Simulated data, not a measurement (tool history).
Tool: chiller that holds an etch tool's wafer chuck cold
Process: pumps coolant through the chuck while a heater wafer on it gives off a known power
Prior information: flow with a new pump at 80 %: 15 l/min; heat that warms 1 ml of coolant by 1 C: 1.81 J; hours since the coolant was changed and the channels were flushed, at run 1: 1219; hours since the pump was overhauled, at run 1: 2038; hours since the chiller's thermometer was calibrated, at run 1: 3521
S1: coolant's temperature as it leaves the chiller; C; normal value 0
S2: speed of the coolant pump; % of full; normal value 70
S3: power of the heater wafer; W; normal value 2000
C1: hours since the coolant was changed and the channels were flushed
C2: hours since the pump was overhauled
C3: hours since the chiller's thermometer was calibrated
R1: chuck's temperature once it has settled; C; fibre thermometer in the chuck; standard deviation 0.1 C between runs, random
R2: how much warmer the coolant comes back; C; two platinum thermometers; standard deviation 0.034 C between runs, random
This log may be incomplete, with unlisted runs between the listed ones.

| run | hour | S1 | S2 | S3 | C1 | C2 | C3 | R1 | R2 |
|---|---|---|---|---|---|---|---|---|---|
| 1 | 0.0 | 0 | 70 | 2000 | 1219 | 2038 | 3521 | 14.1 | 5.23 |
| 2 | 65.4 | 0 | 70 | 2000 | 1284 | 2104 | 3587 | 14.3 | 5.32 |
| 3 | 138.1 | 0 | 75 | 2000 | 1357 | 2176 | 3660 | 13.6 | 4.94 |
| 4 | 290.4 | 0 | 70 | 2000 | 1509 | 2329 | 3812 | 14.2 | 5.30 |
| 5 | 375.2 | 0 | 70 | 2000 | 1594 | 2413 | 3897 | 14.2 | 5.27 |
| 6 | 516.0 | -9 | 70 | 2000 | 1735 | 2554 | 4037 | 5.4 | 5.35 |
| 7 | 662.9 | -9 | 70 | 2000 | 1882 | 2701 | 4184 | 5.5 | 5.28 |
|  | 737.0 | chiller's thermometer calibrated |
| 8 | 790.1 | -9 | 70 | 2000 | 2008 | 2827 | 53 | 6.1 | 5.28 |
| 9 | 934.4 | 0 | 70 | 2462 | 2152 | 2972 | 197 | 18.7 | 6.59 |
| 10 | 1051.8 | 0 | 70 | 2000 | 2270 | 3089 | 315 | 15.1 | 5.37 |
| 11 | 1208.7 | 0 | 70 | 2000 | 2427 | 3246 | 472 | 15.4 | 5.45 |
| 12 | 1342.4 | 0 | 70 | 1840 | 2560 | 3380 | 605 | 14.0 | 5.01 |
| 13 | 1488.5 | 0 | 70 | 1840 | 2707 | 3526 | 751 | 14.2 | 4.95 |
| 14 | 1598.5 | 0 | 70 | 1840 | 2817 | 3636 | 861 | 14.2 | 4.97 |
| 15 | 1701.6 | 0 | 70 | 1840 | 2920 | 3739 | 965 | 14.3 | 5.04 |
| 16 | 1830.0 | 0 | 70 | 1840 | 3048 | 3867 | 1093 | 14.3 | 5.00 |
| 17 | 1923.7 | -1 | 73 | 2218 | 3142 | 3961 | 1187 | 15.7 | 5.77 |
| 18 | 2074.1 | 0 | 81 | 1388 | 3292 | 4111 | 1337 | 9.8 | 3.29 |
| 19 | 2173.6 | 0 | 81 | 1388 | 3392 | 4211 | 1437 | 9.8 | 3.29 |
| 20 | 2314.2 | 9 | 81 | 2377 | 3532 | 4351 | 1577 | 26.0 | 5.71 |
| 21 | 2438.4 | 9 | 81 | 2377 | 3656 | 4476 | 1701 | 25.9 | 5.66 |
| 22 | 2568.4 | 9 | 81 | 2377 | 3786 | 4606 | 1831 | 25.9 | 5.66 |
| 23 | 2717.4 | -9 | 96 | 1219 | 3935 | 4755 | 1980 | -1.4 | 2.46 |
| 24 | 2799.8 | -9 | 96 | 1219 | 4018 | 4837 | 2063 | -1.4 | 2.51 |
| 25 | 2931.8 | -6 | 62 | 2382 | 4150 | 4969 | 2195 | 15.1 | 7.52 |
| 26 | 3059.9 | 3 | 70 | 1068 | 4278 | 5097 | 2323 | 11.4 | 3.03 |
| 27 | 3175.4 | 4 | 70 | 2966 | 4393 | 5213 | 2438 | 28.2 | 8.28 |
| 28 | 3325.7 | 2 | 70 | 1587 | 4544 | 5363 | 2589 | 14.9 | 4.50 |
| 29 | 3405.9 | 2 | 70 | 1587 | 4624 | 5443 | 2669 | 14.9 | 4.47 |
| 30 | 3526.4 | 0 | 98 | 2000 | 4744 | 5564 | 2789 | 12.9 | 4.13 |
| 31 | 3658.6 | 0 | 98 | 2000 | 4877 | 5696 | 2922 | 12.8 | 4.11 |
|  | 3710.9 | coolant pump overhauled |
| 32 | 3806.3 | 0 | 93 | 2000 | 5019 | 95 | 3064 | 12.2 | 3.79 |

3 options for the next run, each taken on its own from the tool as it stands now. Forecast them:
| A | 3949.0 | -5 | 89 | 2524 | 5162 | 238 | 3207 | ? | ? |
| B | 3949.0 | 0 | 95 | 1346 | 5162 | 238 | 3207 | ? | ? |
| C | 3949.0 | 10 | 94 | 2000 | 5162 | 238 | 3207 | ? | ? |

| run | R1 | R2 |
|---|---|---|
| A | 11.1 | 5.06 |
| B | 8.0 | 2.48 |
| C | 22.2 | 3.78 |
Without the tool's unlogged condition, the same runs would have read:
| run | R1 | R2 |
|---|---|---|
| A | 9.7 | 5.07 |
| B | 7.4 | 2.49 |
| C | 21.1 | 3.79 |
